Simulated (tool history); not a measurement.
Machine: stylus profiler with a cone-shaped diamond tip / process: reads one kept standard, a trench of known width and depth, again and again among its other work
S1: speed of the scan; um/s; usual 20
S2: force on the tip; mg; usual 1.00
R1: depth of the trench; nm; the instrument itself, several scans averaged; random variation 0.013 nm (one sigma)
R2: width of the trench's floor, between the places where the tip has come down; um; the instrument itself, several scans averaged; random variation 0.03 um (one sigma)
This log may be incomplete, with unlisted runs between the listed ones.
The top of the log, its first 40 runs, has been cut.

Run 41, hour 567.5: usual settings but S1 31 um/s, S2 0.98 mg. Result: R1 100.60 nm, R2 98.23 um.
Run 42, hour 584.7: usual settings but S1 31 um/s, S2 0.98 mg. Result: R1 100.58 nm, R2 98.24 um.
Run 43, hour 600.7: usual settings but S1 27 um/s, S2 0.52 mg. Result: R1 100.36 nm, R2 98.20 um.
Run 44, hour 617.0: usual settings but S1 27 um/s, S2 0.52 mg. Result: R1 100.34 nm, R2 98.19 um.
Run 45, hour 633.1: usual settings but S1 27 um/s, S2 0.52 mg. Result: R1 100.30 nm, R2 98.13 um.
Run 46, hour 644.7: usual settings but S1 5 um/s, S2 1.75 mg. Result: R1 100.91 nm, R2 98.51 um.
Run 47, hour 659.9: usual settings but S1 59 um/s, S2 0.92 mg. Result: R1 100.55 nm, R2 97.95 um.
Run 48, hour 678.4: usual settings but S1 6 um/s, S2 0.64 mg. Result: R1 100.37 nm, R2 98.44 um.

Predict each of these 3 candidate next runs independently; none follows another, all start after run 48:
Run A, hour 697.5: usual settings but S1 22 um/s, S2 0.90 mg. Result: R1 ?, R2 ?.
Run B, hour 697.5: usual settings but S2 1.74 mg. Result: R1 ?, R2 ?.
Run C, hour 697.5: usual settings but S1 6 um/s, S2 0.99 mg. Result: R1 ?, R2 ?.

run      R1     R2
  A  100.54  98.28
  B  100.91  98.49
  C  100.57  98.50
The same runs, with their run-to-run variation unchanged, on a tool lacking any hidden condition would have given:
run      R1     R2
  A  100.66  98.46
  B  101.04  98.67
  C  100.70  98.68
